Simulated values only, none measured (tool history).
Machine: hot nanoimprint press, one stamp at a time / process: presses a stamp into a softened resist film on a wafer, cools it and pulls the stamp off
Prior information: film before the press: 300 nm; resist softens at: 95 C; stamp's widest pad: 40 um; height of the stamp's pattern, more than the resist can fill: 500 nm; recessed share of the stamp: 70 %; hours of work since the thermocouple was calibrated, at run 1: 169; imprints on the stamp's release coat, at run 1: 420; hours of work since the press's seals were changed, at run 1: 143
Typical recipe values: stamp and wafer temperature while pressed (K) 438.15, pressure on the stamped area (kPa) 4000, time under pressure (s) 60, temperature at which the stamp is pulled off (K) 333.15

run,hour,stamp and wafer temperature while pressed (K),pressure on the stamped area (kPa),time under pressure (s),temperature at which the stamp is pulled off (K),hours of work since the thermocouple was calibrated,imprints on the stamp's release coat,hours of work since the press's seals were changed,resist left under the stamp's widest pad (angstrom),greatest force while the stamp is pulled off (N)
1,0,438.15,4000,60,333.15,169,420,143,1692,233
2,8.3,438.15,4000,60,333.15,173,435,146,1693,229
3,18.7,438.15,4000,60,333.15,177,455,150,1686,235
4,25.8,438.15,4000,60,333.15,180,468,153,1698,239
5,36,438.15,4000,60,320.15,184,487,158,1687,293
6,50.6,438.15,5450,60,320.15,190,515,164,1474,288
7,64.1,438.15,5450,60,320.15,196,540,169,1471,290
8,79,438.15,5450,60,320.15,202,568,176,1474,287
9,93,438.15,5450,60,320.15,208,594,181,1473,294
10,107.5,438.15,4000,63,333.15,214,621,187,1656,232
11,122.6,438.15,4000,63,333.15,220,649,194,1662,234
12,130.3,438.15,4000,63,333.15,223,664,197,1660,226
13,137.5,438.15,4000,63,333.15,226,677,200,1667,239
14,150.9,445.15,4000,60,333.15,232,703,205,1318,231
15,159.9,438.15,4360,60,323.15,236,719,209,1628,284
16,166.4,438.15,4360,60,323.15,238,732,212,1629,287
17,181.7,438.15,5900,87,323.15,245,760,218,1239,275
18,188.3,438.15,4410,87,323.15,248,772,221,1424,287
19,202.9,438.15,4410,87,323.15,254,800,227,1426,277
20,210.3,438.15,4410,87,323.15,257,814,230,1423,276
21,218.9,430.15,3280,120,327.15,260,830,234,1941,262
22,233.8,430.15,3280,120,327.15,266,858,240,1951,262
23,248.2,433.15,2660,105,340.15,272,885,246,1969,209
24,258.6,433.15,2660,105,340.15,277,904,250,1979,200
# hour 266.5: plate thermocouple calibrated
25,277.2,430.15,2660,42,340.15,4,934,257,2546,201
26,289,438.15,5990,51,333.15,9,956,262,1496,233
27,301.4,441.15,4000,60,319.15,14,979,267,1527,293

What if the next run were any one of these 5? Each begins from the tool's condition after run 27:
A,308.2,435.15,4000,60,334.15,17,992,270,?,?
B,308.2,436.15,4000,60,333.15,17,992,270,?,?
C,308.2,438.15,4000,89,325.15,17,992,270,?,?
D,308.2,438.15,5710,60,338.15,17,992,270,?,?
E,308.2,431.15,4000,43,333.15,17,992,270,?,?

run,resist left under the stamp's widest pad (angstrom),greatest force while the stamp is pulled off (N)
A,1859,229
B,1809,236
C,1483,271
D,1444,213
E,2277,236
With no hidden state in the tool, these same runs would have given:
run,resist left under the stamp's widest pad (angstrom),greatest force while the stamp is pulled off (N)
A,1859,228
B,1809,235
C,1483,269
D,1444,212
E,2277,234
